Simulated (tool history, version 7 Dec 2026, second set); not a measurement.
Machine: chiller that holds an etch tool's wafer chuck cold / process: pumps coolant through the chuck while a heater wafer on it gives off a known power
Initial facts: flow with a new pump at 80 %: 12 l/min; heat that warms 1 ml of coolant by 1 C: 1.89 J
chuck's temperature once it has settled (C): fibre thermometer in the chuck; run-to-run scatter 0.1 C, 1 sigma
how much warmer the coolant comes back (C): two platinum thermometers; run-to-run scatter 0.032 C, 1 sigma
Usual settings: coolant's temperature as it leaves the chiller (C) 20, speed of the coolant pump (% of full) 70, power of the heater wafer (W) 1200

run,hour,coolant's temperature as it leaves the chiller (C),speed of the coolant pump (% of full),power of the heater wafer (W),chuck's temperature once it has settled (C),how much warmer the coolant comes back (C)
1,0,20,70,1200,28.6,3.69
2,119.6,20,70,1200,28.6,3.71
3,266.9,20,70,1200,28.6,3.7
4,401.5,20,70,1200,28.8,3.74
5,528.9,20,70,1200,28.7,3.72
6,673.3,20,70,1200,28.6,3.76
7,819.6,20,69,1200,28.7,3.84
8,949.6,13,69,1200,21.9,3.87
9,1094.4,13,69,1200,22,3.89
10,1262.6,13,69,1200,21.9,3.85
11,1394.8,19,70,1200,28.2,3.82
12,1564.2,19,70,1200,28.1,3.85
13,1638.6,20,70,1200,29.2,3.83
14,1775.2,20,70,1200,29.2,3.79
15,1939.4,20,70,1200,29.6,3.82
16,2085.9,20,70,1200,29.6,3.81
17,2173.5,20,70,1200,29.6,3.83
18,2340,20,79,1200,29,3.38
19,2463.3,30,72,1164,39.2,3.65
20,2544.9,30,72,1164,39.2,3.65
21,2676.9,23,62,1376,35.4,5.04
22,2823.7,12,61,1200,23.1,4.52
# hour 2934.5: chiller's thermometer calibrated
23,2994.3,12,65,768,18.5,2.69
24,3129.6,13,64,768,19.3,2.74
25,3271.2,20,71,1272,30.1,4.13
26,3438.9,13,99,852,18.3,1.97
27,3570.6,13,60,1200,24,4.6
28,3697.6,19,60,1200,29.9,4.62
29,3823.1,19,70,1715,33.1,5.66
30,3974.8,19,70,1715,33,5.61
31,4060.5,26,70,1293,36.7,4.29

Run by run, hidden condition taken away, random variation retained:
Unlogged tool condition in this case: heat passed by the chuck's channels, % of clean ones'; flow at a given pump speed, % of a new pump's; coolant's true temperature over the reading, C; drift of the gauge itself on chuck_c, C; drift of the gauge itself on warmer_back_c, C.
run,chuck's temperature once it has settled (C),how much warmer the coolant comes back (C)
1,28.2,3.62
2,28.1,3.63
3,28.1,3.61
4,28.2,3.64
5,28.1,3.62
6,27.9,3.65
7,27.9,3.72
8,21.1,3.74
9,21.1,3.75
10,20.9,3.7
11,27.1,3.67
12,26.9,3.69
13,28.1,3.66
14,28,3.61
15,28.3,3.63
16,28.2,3.62
17,28.1,3.62
18,27.5,3.19
19,37.6,3.44
20,37.6,3.44
21,33.3,4.74
22,21.1,4.24
23,17.6,2.51
24,18.4,2.55
25,28.6,3.85
26,17.4,1.84
27,22.1,4.26
28,28,4.27
29,30.6,5.22
30,30.4,5.16
31,34.6,3.94

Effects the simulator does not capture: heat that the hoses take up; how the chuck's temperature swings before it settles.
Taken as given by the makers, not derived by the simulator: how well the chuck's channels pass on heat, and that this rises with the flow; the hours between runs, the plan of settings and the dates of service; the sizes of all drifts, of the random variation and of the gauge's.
